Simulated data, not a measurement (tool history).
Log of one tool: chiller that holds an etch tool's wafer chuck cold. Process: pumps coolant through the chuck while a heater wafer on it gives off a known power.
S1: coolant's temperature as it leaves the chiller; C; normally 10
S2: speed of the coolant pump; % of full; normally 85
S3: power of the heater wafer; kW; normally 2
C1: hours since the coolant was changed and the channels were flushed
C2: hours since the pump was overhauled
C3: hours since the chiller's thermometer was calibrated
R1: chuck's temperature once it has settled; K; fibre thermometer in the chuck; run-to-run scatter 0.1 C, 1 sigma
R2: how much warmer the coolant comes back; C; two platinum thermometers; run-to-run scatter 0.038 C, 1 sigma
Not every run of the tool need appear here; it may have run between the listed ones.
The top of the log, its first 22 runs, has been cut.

Run 23, hour 870.6: usual settings but S3 2.027 kW; C1 2534; C2 1962; C3 85. Result: R1 301.85 K, R2 8.14 C.
Run 24, hour 897.1: usual settings but S2 68 % of full; C1 2561; C2 1989; C3 112. Result: R1 305.75 K, R2 9.99 C.
Run 25, hour 920.2: usual settings but S2 68 % of full; C1 2584; C2 2012; C3 135. Result: R1 305.85 K, R2 9.93 C.
Run 26, hour 952.2: usual settings but S1 19 C, S2 82 % of full, S3 2.699 kW; C1 2616; C2 2044; C3 167. Result: R1 317.95 K, R2 11.32 C.
Run 27, hour 990.1: usual settings but S2 71 % of full, S3 1.024 kW; C1 2654; C2 2082; C3 205. Result: R1 294.25 K, R2 4.89 C.
Run 28, hour 1033.7: usual settings but S1 4 C, S2 94 % of full; C1 2697; C2 2125; C3 248. Result: R1 294.15 K, R2 7.29 C.
Run 29, hour 1084.7: usual settings but S1 17 C, S3 1.701 kW; C1 2748; C2 2176; C3 299. Result: R1 305.95 K, R2 6.85 C.
Run 30, hour 1122.6: usual settings but S1 17 C, S3 1.701 kW; C1 2786; C2 2214; C3 337. Result: R1 306.05 K, R2 6.91 C.
Run 31, hour 1162.9: usual settings but S1 19 C, S2 96 % of full, S3 2.795 kW; C1 2827; C2 2254; C3 377. Result: R1 315.65 K, R2 10.08 C.
Run 32, hour 1214.4: usual settings but S2 73 % of full, S3 1.302 kW; C1 2878; C2 2306; C3 429. Result: R1 297.35 K, R2 6.12 C.

Here are 3 independent what-if runs from the current tool condition. What would each one return?
Run A, hour 1258: usual settings but S3 1.019 kW; C1 2922; C2 2349; C3 472. Result: R1 ?, R2 ?.
Run B, hour 1258: usual settings but S3 2.404 kW; C1 2922; C2 2349; C3 472. Result: R1 ?, R2 ?.
Run C, hour 1258: usual settings but S1 11 C, S2 76 % of full, S3 1.236 kW; C1 2922; C2 2349; C3 472. Result: R1 ?, R2 ?.

run      R1    R2
  A  292.95  4.12
  B  305.85  9.69
  C  296.95  5.54
The same runs, with their run-to-run variation unchanged, on a tool lacking any hidden condition would have given:
run      R1    R2
  A  291.95  3.95
  B  303.55  9.31
  C  295.65  5.32
